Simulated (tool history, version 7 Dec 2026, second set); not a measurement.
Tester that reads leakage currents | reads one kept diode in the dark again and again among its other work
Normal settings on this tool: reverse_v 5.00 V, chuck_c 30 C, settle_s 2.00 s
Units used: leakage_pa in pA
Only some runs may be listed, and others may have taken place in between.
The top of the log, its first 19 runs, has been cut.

run,hour,reverse_v,chuck_c,settle_s,leakage_pa
20,1083.0,5.00,30,2.00,220.17
# hour 1114.5: probe card cleaned and baked
21,1154.0,5.00,30,2.00,218.65
22,1226.3,11.68,55,9.48,1651.81
23,1293.8,3.02,52,0.87,789.11
# hour 1366.8: chuck's temperature calibrated
24,1366.8,2.12,26,0.87,115.18
25,1436.6,2.29,32,2.00,183.02
26,1470.6,2.29,32,2.00,183.81
27,1539.1,2.06,30,0.95,152.53
28,1572.7,2.06,30,0.95,152.17
29,1625.1,2.06,30,0.95,152.28
30,1682.8,7.26,30,1.16,256.59
31,1739.6,5.05,30,2.00,219.50
32,1772.2,8.27,57,0.59,1624.23
33,1840.9,8.27,57,0.59,1615.83
34,1905.5,2.04,38,0.42,267.96
35,1973.7,2.04,38,0.42,266.95
36,2006.8,2.04,38,0.42,265.98
# hour 2013.7: tester calibrated
37,2049.1,2.04,38,0.42,267.79
38,2106.1,14.58,30,0.34,342.29
39,2166.5,1.43,43,4.73,325.17

Predict each of these 4 candidate next runs independently; none follows another, all start after run 39:
A,2233.2,5.00,46,2.00,?
B,2233.2,1.53,30,0.30,?
C,2233.2,6.26,21,4.77,?
D,2233.2,5.00,38,1.48,?

run,leakage_pa
A,658.43
B,136.01
C,122.74
D,384.88
With the hidden condition removed and each run's random variation left untouched, the same runs would have given:
run,leakage_pa
A,658.90
B,136.11
C,122.76
D,385.14

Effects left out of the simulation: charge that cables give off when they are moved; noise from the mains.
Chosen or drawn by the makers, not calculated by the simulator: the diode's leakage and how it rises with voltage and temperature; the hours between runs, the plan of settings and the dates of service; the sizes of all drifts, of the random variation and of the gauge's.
